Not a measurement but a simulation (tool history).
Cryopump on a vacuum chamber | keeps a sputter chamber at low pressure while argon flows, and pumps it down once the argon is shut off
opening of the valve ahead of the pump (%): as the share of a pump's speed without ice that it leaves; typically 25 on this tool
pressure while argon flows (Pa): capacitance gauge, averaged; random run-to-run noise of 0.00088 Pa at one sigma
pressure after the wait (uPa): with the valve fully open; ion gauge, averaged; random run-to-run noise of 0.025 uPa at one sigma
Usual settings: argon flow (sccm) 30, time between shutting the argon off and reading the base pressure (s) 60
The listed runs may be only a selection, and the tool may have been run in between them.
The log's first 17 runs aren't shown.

| run | hour | argon flow (sccm) | time between shutting the argon off and reading the base pressure (s) | opening of the valve ahead of the pump (%) | hours of work since the pump was warmed up and emptied | hours of work since the cold head was overhauled | hours of work since the chamber's fittings were tightened | pressure while argon flows (Pa) | pressure after the wait (uPa) |
|---|---|---|---|---|---|---|---|---|---|
| 18 | 482.8 | 56 | 60 | 55 | 157 | 1301 | 300 | 0.1593 | 1.20 |
| 19 | 509.1 | 56 | 60 | 55 | 179 | 1323 | 322 | 0.1604 | 1.22 |
| 20 | 526.1 | 34 | 117 | 59 | 194 | 1338 | 337 | 0.0913 | 0.93 |
| 21 | 562.7 | 34 | 117 | 59 | 225 | 1369 | 368 | 0.0917 | 0.92 |
| 22 | 584.6 | 15 | 74 | 17 | 244 | 1387 | 387 | 0.1359 | 1.14 |
| 23 | 618.4 | 15 | 74 | 17 | 273 | 1416 | 416 | 0.1372 | 1.14 |
| 24 | 634.6 | 15 | 74 | 17 | 287 | 1430 | 430 | 0.1359 | 1.16 |
| 25 | 665.2 | 52 | 74 | 17 | 313 | 1456 | 456 | 0.4698 | 1.20 |
| 26 | 687.3 | 52 | 74 | 17 | 332 | 1475 | 474 | 0.4749 | 1.21 |
| 27 | 720.7 | 46 | 50 | 35 | 360 | 1504 | 503 | 0.2083 | 1.58 |
| 28 | 754.2 | 15 | 105 | 35 | 389 | 1532 | 532 | 0.0685 | 1.09 |
| 29 | 772.8 | 15 | 105 | 35 | 405 | 1548 | 547 | 0.0687 | 1.15 |
| 30 | 802.8 | 15 | 105 | 35 | 430 | 1574 | 573 | 0.0693 | 1.13 |
| 31 | 827.0 | 15 | 105 | 35 | 451 | 1594 | 594 | 0.0690 | 1.15 |
| 32 | 844.1 | 15 | 176 | 35 | 465 | 1609 | 608 | 0.0684 | 1.01 |
| 33 | 882.5 | 18 | 133 | 40 | 498 | 1642 | 641 | 0.0723 | 1.14 |

Here are 5 independent what-if runs from the current tool condition. What would each one return?
| A | 917.7 | 18 | 133 | 57 | 528 | 1672 | 671 | ? | ? |
| B | 917.7 | 48 | 26 | 25 | 528 | 1672 | 671 | ? | ? |
| C | 917.7 | 21 | 66 | 32 | 528 | 1672 | 671 | ? | ? |
| D | 917.7 | 12 | 26 | 25 | 528 | 1672 | 671 | ? | ? |
| E | 917.7 | 16 | 60 | 55 | 528 | 1672 | 671 | ? | ? |

| run | pressure while argon flows (Pa) | pressure after the wait (uPa) |
|---|---|---|
| A | 0.0533 | 1.20 |
| B | 0.3076 | 2.44 |
| C | 0.1072 | 1.47 |
| D | 0.0771 | 2.46 |
| E | 0.0490 | 1.52 |
Without the tool's hidden state the same runs would have given:
| run | pressure while argon flows (Pa) | pressure after the wait (uPa) |
|---|---|---|
| A | 0.0473 | 0.60 |
| B | 0.2917 | 1.85 |
| C | 0.1002 | 0.88 |
| D | 0.0731 | 1.87 |
| E | 0.0437 | 0.93 |
